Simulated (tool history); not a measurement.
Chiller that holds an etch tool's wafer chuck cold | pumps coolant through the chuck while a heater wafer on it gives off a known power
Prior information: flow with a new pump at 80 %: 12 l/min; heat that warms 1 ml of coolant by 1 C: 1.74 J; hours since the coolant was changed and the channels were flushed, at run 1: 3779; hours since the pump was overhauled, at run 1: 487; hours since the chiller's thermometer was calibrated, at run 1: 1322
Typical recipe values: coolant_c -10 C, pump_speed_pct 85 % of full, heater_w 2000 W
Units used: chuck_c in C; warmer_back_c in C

run	hour	coolant_c	pump_speed_pct	heater_w	hours since the coolant was changed and the channels were flushed	hours since the pump was overhauled	hours since the chiller's thermometer was calibrated	chuck_c	warmer_back_c
1	0.0	-10	85	2000	3779	487	1322	7.6	5.38
2	24.0	-2	85	2000	3803	511	1346	15.4	5.36
3	55.0	-2	85	2000	3834	542	1377	15.5	5.42
4	96.6	-2	85	2000	3876	584	1419	15.5	5.42
5	129.5	-16	85	2000	3909	616	1452	1.3	5.37
6	149.7	-16	85	2000	3929	637	1472	1.4	5.39
7	177.2	-16	85	2000	3956	664	1499	1.3	5.41
8	213.8	-11	85	1806	3993	701	1536	4.8	4.90
9	232.4	-10	81	2000	4012	719	1555	7.8	5.63
10	250.1	-1	66	2000	4029	737	1572	18.9	6.97
11	282.1	-10	91	2000	4061	769	1604	6.7	5.01
12	306.8	-15	67	1612	4086	794	1629	0.9	5.55
13	338.4	-15	76	1116	4118	825	1661	-4.7	3.37

Alternative continuations, all from the tool just after run 13; predict every row:
A	361.8	-4	84	1214	4141	849	1684	?	?
B	361.8	-11	76	2599	4141	849	1684	?	?
C	361.8	-7	85	1649	4141	849	1684	?	?

run	chuck_c	warmer_back_c
A	6.5	3.32
B	12.9	7.84
C	7.4	4.36
The same runs, with their run-to-run variation unchanged, on a tool lacking any hidden condition would have given:
run	chuck_c	warmer_back_c
A	6.5	3.32
B	12.9	7.84
C	7.4	4.36

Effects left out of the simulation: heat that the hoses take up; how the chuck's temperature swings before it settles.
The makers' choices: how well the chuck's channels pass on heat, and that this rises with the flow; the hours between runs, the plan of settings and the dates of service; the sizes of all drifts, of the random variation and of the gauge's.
